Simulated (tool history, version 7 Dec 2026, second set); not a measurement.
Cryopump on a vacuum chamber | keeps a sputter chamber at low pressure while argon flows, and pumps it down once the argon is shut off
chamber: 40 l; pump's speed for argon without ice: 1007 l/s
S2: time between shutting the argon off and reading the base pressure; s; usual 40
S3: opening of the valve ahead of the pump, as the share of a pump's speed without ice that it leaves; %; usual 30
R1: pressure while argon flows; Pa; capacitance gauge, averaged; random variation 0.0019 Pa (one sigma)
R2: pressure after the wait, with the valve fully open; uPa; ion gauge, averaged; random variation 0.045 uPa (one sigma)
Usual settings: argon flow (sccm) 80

{"run": 1, "hour": 0.0, "argon flow (sccm)": 80, "S2": 40, "S3": 30, "R1": 0.4959, "R2": 3.16}
{"run": 2, "hour": 51.2, "argon flow (sccm)": 80, "S2": 40, "S3": 30, "R1": 0.5017, "R2": 3.29}
{"hour": 73.3, "done": "pump warmed up, emptied and cooled again"}
{"run": 3, "hour": 120.2, "argon flow (sccm)": 80, "S2": 40, "S3": 30, "R1": 0.4515, "R2": 3.05}
{"run": 4, "hour": 216.0, "argon flow (sccm)": 80, "S2": 40, "S3": 30, "R1": 0.4522, "R2": 3.08}
{"run": 5, "hour": 312.9, "argon flow (sccm)": 80, "S2": 40, "S3": 30, "R1": 0.4603, "R2": 3.03}
{"run": 6, "hour": 380.3, "argon flow (sccm)": 80, "S2": 40, "S3": 30, "R1": 0.462, "R2": 3.05}
{"run": 7, "hour": 446.4, "argon flow (sccm)": 80, "S2": 38, "S3": 30, "R1": 0.4624, "R2": 3.28}
{"run": 8, "hour": 514.7, "argon flow (sccm)": 80, "S2": 38, "S3": 30, "R1": 0.4637, "R2": 3.36}
{"run": 9, "hour": 613.5, "argon flow (sccm)": 80, "S2": 40, "S3": 30, "R1": 0.4698, "R2": 3.29}
{"run": 10, "hour": 673.0, "argon flow (sccm)": 80, "S2": 40, "S3": 30, "R1": 0.4735, "R2": 3.28}
{"run": 11, "hour": 728.0, "argon flow (sccm)": 80, "S2": 40, "S3": 30, "R1": 0.4761, "R2": 3.33}
{"run": 12, "hour": 824.8, "argon flow (sccm)": 80, "S2": 40, "S3": 30, "R1": 0.4819, "R2": 3.38}
{"run": 13, "hour": 924.2, "argon flow (sccm)": 80, "S2": 40, "S3": 30, "R1": 0.4825, "R2": 3.38}
{"run": 14, "hour": 1008.4, "argon flow (sccm)": 80, "S2": 40, "S3": 30, "R1": 0.4919, "R2": 3.48}
{"hour": 1056.3, "done": "pump warmed up, emptied and cooled again"}
{"run": 15, "hour": 1063.3, "argon flow (sccm)": 155, "S2": 95, "S3": 30, "R1": 0.8658, "R2": 1.76}
{"run": 16, "hour": 1116.8, "argon flow (sccm)": 141, "S2": 40, "S3": 30, "R1": 0.7983, "R2": 3.21}
{"run": 17, "hour": 1199.8, "argon flow (sccm)": 141, "S2": 40, "S3": 30, "R1": 0.8033, "R2": 3.21}
{"run": 18, "hour": 1289.0, "argon flow (sccm)": 43, "S2": 40, "S3": 30, "R1": 0.2461, "R2": 3.23}
{"run": 19, "hour": 1386.5, "argon flow (sccm)": 90, "S2": 147, "S3": 59, "R1": 0.2744, "R2": 1.56}
{"run": 20, "hour": 1484.6, "argon flow (sccm)": 35, "S2": 226, "S3": 30, "R1": 0.2036, "R2": 1.35}
{"run": 21, "hour": 1569.7, "argon flow (sccm)": 127, "S2": 226, "S3": 43, "R1": 0.5337, "R2": 1.37}
{"run": 22, "hour": 1625.7, "argon flow (sccm)": 65, "S2": 38, "S3": 23, "R1": 0.4987, "R2": 3.55}
{"run": 23, "hour": 1677.1, "argon flow (sccm)": 65, "S2": 38, "S3": 23, "R1": 0.4985, "R2": 3.6}
{"run": 24, "hour": 1725.9, "argon flow (sccm)": 65, "S2": 38, "S3": 23, "R1": 0.499, "R2": 3.48}
{"run": 25, "hour": 1834.9, "argon flow (sccm)": 42, "S2": 36, "S3": 30, "R1": 0.2549, "R2": 3.84}
{"run": 26, "hour": 1901.4, "argon flow (sccm)": 90, "S2": 188, "S3": 44, "R1": 0.3913, "R2": 1.66}

Some steps in R1 between neighbouring runs. How much of each would the tool show without its hidden state too (settings, what came in, random variation), and how much is left for the hidden state, with any gauge scatter that isn't in both results?
The hidden state here: pump's speed, % of a pump's without ice; cold plate's temperature, K; leak into the chamber, uPa l/s; drift of the gauge itself on working_pa, %; drift of the gauge itself on base_upa, %.
Run 2 -> 3: pump warmed up, emptied and cooled again. R1 -0.0502 Pa: hidden state -0.0492, all else -0.001.
Run 14 -> 15: argon flow (sccm) 80 -> 155, S2 40 -> 95, pump warmed up, emptied and cooled again. R1 +0.3739 Pa: hidden state -0.039, all else +0.4129.
Run 17 -> 18: argon flow (sccm) 141 -> 43. R1 -0.5572 Pa: hidden state -0.0076, all else -0.5496.
